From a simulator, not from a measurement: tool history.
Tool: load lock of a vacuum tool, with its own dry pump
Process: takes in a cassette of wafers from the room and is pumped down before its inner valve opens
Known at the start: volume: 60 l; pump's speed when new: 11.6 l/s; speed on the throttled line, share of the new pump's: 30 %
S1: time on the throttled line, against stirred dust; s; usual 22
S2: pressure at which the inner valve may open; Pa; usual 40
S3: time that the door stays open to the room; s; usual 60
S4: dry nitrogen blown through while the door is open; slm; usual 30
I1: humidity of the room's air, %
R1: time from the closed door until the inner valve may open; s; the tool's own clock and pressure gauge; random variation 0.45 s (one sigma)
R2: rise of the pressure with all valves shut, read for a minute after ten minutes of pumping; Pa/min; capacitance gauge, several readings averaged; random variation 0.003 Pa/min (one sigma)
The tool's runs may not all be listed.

Run 1, day 0.000: usual settings; I1 40.6. Result: R1 59.1 s, R2 0.035 Pa/min.
Run 2, day 5.571: usual settings; I1 46.6. Result: R1 58.9 s, R2 0.033 Pa/min.
Run 3, day 11.417: usual settings; I1 44.4. Result: R1 59.2 s, R2 0.028 Pa/min.
Run 4, day 15.721: usual settings but S1 15 s; I1 49.8. Result: R1 54.8 s, R2 0.039 Pa/min.
Run 5, day 19.946: usual settings but S1 15 s; I1 45.5. Result: R1 54.2 s, R2 0.034 Pa/min.
Run 6, day 22.808: usual settings but S1 15 s; I1 44.6. Result: R1 54.8 s, R2 0.033 Pa/min.
Run 7, day 27.958: usual settings but S1 15 s; I1 51.1. Result: R1 54.8 s, R2 0.045 Pa/min.

Run 8 comes next. What will it give?
Run 8, day 31.262: usual settings but S1 38 s, S2 66 Pa; I1 46.7. Result: R1 ?, R2 ?.

Run 8 gave R1 68.1 s, R2 0.038 Pa/min.
Without the tool's hidden state the same run would have given R1 65.3 s, R2 0.024 Pa/min.
